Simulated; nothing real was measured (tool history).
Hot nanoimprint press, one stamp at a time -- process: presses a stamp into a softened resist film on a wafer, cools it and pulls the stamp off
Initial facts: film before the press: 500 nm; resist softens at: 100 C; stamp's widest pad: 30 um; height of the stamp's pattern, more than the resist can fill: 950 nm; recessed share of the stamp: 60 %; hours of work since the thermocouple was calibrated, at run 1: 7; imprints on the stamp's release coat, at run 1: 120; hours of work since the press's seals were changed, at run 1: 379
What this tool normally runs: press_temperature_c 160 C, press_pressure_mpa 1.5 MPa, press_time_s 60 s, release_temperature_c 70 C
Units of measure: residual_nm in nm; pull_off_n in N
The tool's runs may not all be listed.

| run | day | press_temperature_c | press_pressure_mpa | press_time_s | release_temperature_c | hours of work since the thermocouple was calibrated | imprints on the stamp's release coat | hours of work since the press's seals were changed | residual_nm | pull_off_n |
|---|---|---|---|---|---|---|---|---|---|---|
| 1 | 0 | 160 | 1.5 | 60 | 70 | 7 | 120 | 379 | 186.8 | 178 |
| 2 | 0.412 | 160 | 1.5 | 54 | 70 | 14 | 152 | 386 | 192.2 | 177 |
| 3 | 0.942 | 160 | 1.98 | 60 | 70 | 22 | 194 | 394 | 160.4 | 178 |
| 4 | 1.362 | 160 | 1.5 | 60 | 62 | 29 | 227 | 401 | 184.7 | 218 |
| 5 | 1.904 | 160 | 1.5 | 60 | 62 | 38 | 269 | 410 | 185.4 | 217 |
| 6 | 2.446 | 160 | 1.5 | 60 | 70 | 47 | 311 | 419 | 185.4 | 181 |
| 7 | 2.725 | 160 | 1.5 | 60 | 70 | 52 | 334 | 424 | 185.1 | 184 |
| 8 | 3.221 | 160 | 1.5 | 60 | 70 | 60 | 372 | 432 | 183.4 | 189 |
|  | 3.388 | plate thermocouple calibrated |
| 9 | 3.717 | 160 | 1.5 | 83 | 70 | 5 | 401 | 438 | 161.4 | 196 |
| 10 | 4.321 | 160 | 1.5 | 83 | 70 | 15 | 449 | 448 | 162.6 | 180 |
| 11 | 4.746 | 160 | 1.5 | 83 | 70 | 22 | 482 | 455 | 163.4 | 196 |
| 12 | 5.058 | 160 | 1.5 | 60 | 70 | 28 | 506 | 460 | 184.5 | 192 |
|  | 5.217 | plate thermocouple calibrated, once more |
| 13 | 5.571 | 160 | 1.5 | 60 | 70 | 6 | 537 | 467 | 183.6 | 195 |
| 14 | 6.15 | 160 | 1.5 | 60 | 70 | 15 | 583 | 476 | 183.7 | 195 |
| 15 | 6.708 | 151 | 1.5 | 60 | 70 | 25 | 626 | 485 | 254.1 | 198 |
| 16 | 7.021 | 151 | 1.5 | 60 | 70 | 30 | 651 | 491 | 254.2 | 201 |
| 17 | 7.542 | 151 | 1.5 | 60 | 70 | 38 | 692 | 499 | 253.8 | 195 |
| 18 | 7.833 | 151 | 1.5 | 60 | 70 | 43 | 714 | 504 | 252.5 | 201 |
| 19 | 8.242 | 151 | 1.5 | 60 | 70 | 50 | 746 | 511 | 254.1 | 196 |
| 20 | 8.662 | 151 | 1.5 | 60 | 70 | 57 | 780 | 518 | 254.8 | 202 |
|  | 9.117 | stamp cleaned and given a new release coat |
| 21 | 9.304 | 151 | 1.97 | 60 | 70 | 63 | 14 | 524 | 222.7 | 168 |
| 22 | 9.9 | 160 | 1.5 | 101 | 70 | 73 | 61 | 534 | 151.4 | 168 |
| 23 | 10.167 | 157 | 1.5 | 101 | 69 | 78 | 82 | 538 | 167.9 | 182 |
| 24 | 10.45 | 157 | 1.5 | 44 | 74 | 82 | 104 | 543 | 225.6 | 156 |
| 25 | 10.942 | 157 | 0.94 | 44 | 74 | 90 | 143 | 551 | 281.9 | 156 |
| 26 | 11.354 | 157 | 0.94 | 44 | 74 | 97 | 175 | 558 | 280.4 | 159 |
| 27 | 11.938 | 157 | 0.94 | 44 | 74 | 107 | 221 | 568 | 285.3 | 155 |
| 28 | 12.538 | 156 | 1.5 | 36 | 70 | 117 | 268 | 577 | 249.7 | 179 |
| 29 | 12.9 | 150 | 1.83 | 60 | 70 | 123 | 296 | 583 | 239.2 | 186 |
| 30 | 13.258 | 171 | 1.32 | 74 | 73 | 129 | 325 | 589 | 124.6 | 171 |

Subtracting, for every run, the result it would have given without the tool's unlogged condition from the measured result gives the following. The same run-to-run variation enters both numbers; the gauge's scatter may not:
Unlogged tool condition in this case: true temperature over the reading, C; pressure that arrives at the usual setting, %; grip of the stamp's worn release coat, % over a new coat's; drift of the gauge itself on residual_nm, %; drift of the gauge itself on pull_off_n, %.
| run | residual_nm | pull_off_n |
|---|---|---|
| 1 | +3.1 | +6 |
| 2 | +3 | +7 |
| 3 | +3.2 | +8 |
| 4 | +2.8 | +12 |
| 5 | +2.6 | +14 |
| 6 | +2.6 | +13 |
| 7 | +2.5 | +15 |
| 8 | +2.4 | +16 |
| 9 | +2 | +18 |
| 10 | +2 | +18 |
| 11 | +1.9 | +21 |
| 12 | +2 | +22 |
| 13 | +1.7 | +23 |
| 14 | +1.5 | +25 |
| 15 | +1.6 | +26 |
| 16 | +1.5 | +28 |
| 17 | +1.3 | +28 |
| 18 | +1.3 | +30 |
| 19 | +1.1 | +30 |
| 20 | +1 | +33 |
| 21 | +1.9 | -1 |
| 22 | +0.8 | +1 |
| 23 | +0.7 | +2 |
| 24 | +0.9 | +2 |
| 25 | -0.8 | +4 |
| 26 | -0.8 | +5 |
| 27 | -1.1 | +7 |
| 28 | +0.3 | +10 |
| 29 | +0.7 | +10 |
| 30 | +0.2 | +11 |

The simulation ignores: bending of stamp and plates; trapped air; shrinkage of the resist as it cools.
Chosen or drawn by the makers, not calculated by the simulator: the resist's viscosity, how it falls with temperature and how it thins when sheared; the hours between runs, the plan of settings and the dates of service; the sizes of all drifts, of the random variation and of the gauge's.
